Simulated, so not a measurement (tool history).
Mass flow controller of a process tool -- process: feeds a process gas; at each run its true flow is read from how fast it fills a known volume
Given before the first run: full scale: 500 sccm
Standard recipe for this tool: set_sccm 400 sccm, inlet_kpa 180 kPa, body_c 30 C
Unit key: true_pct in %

run	hour	set_sccm	inlet_kpa	body_c	true_pct
1	0	400	180	30	99.05
2	348.7	400	180	25	98.78
3	630.3	400	180	30	99.03
4	965.2	107	180	30	98.97
5	1263	400	274	30	98.51
6	1446.4	400	274	30	98.44
7	1738	400	274	30	98.52
8	1883	400	199	30	98.62
9	2167.6	400	199	30	98.71
10	2328.9	400	199	30	98.59
11	2594.9	400	193	30	98.65
12	2940.2	400	193	30	98.47
13	3168.3	400	193	30	98.54
14	3488.7	94	180	30	99
15	3665.1	400	180	21	98.39
16	3994.7	400	180	21	98.33
17	4266.3	400	180	30	98.42
18	4594.2	400	180	30	98.36
19	4802.4	400	180	30	98.38
20	5141.5	400	180	30	98.5
21	5430.9	400	180	30	98.23
22	5599.3	400	180	30	98.21
23	5792.5	400	180	30	98.36
24	5960.2	400	247	30	98.06
25	6215.3	400	247	30	97.93
26	6451.2	400	247	30	98.06
27	6663.9	64	247	33	99.66
28	6819	100	240	39	98.7
29	7129.4	100	240	39	98.76
30	7443.7	100	240	39	98.83
31	7614	100	173	39	99.08
32	7769.6	493	180	24	97.88
33	8013	493	180	24	97.96
# hour 8072.2: controller's zero set anew
34	8155	165	232	24	96.76
35	8453.7	165	232	24	96.67
36	8753.1	181	198	27	96.85
37	8958.5	61	148	30	97.09
38	9149.1	347	158	36	97.38
39	9462.2	100	188	39	96.97
40	9687.3	100	188	39	97.09
41	9856.1	183	188	21	96.62
42	10145.2	188	239	23	96.49
43	10299.2	52	201	33	97.09
44	10551.9	52	150	33	97.35
45	10837.2	446	233	26	96.99
46	11121.4	108	154	26	96.77
47	11467.3	108	154	26	96.77
48	11680.6	455	269	23	96.6
# hour 11873.3: controller exchanged for a calibrated one
49	11964	159	159	23	99.73

Here are 3 independent what-if runs from the current tool condition. What would each one return?
A	12239.2	400	180	27	?
B	12239.2	428	263	24	?
C	12239.2	159	275	31	?

run	true_pct
A	100.17
B	99.63
C	99.32
Without the tool's unlogged condition, the same runs would have read:
run	true_pct
A	100.06
B	99.52
C	99.06

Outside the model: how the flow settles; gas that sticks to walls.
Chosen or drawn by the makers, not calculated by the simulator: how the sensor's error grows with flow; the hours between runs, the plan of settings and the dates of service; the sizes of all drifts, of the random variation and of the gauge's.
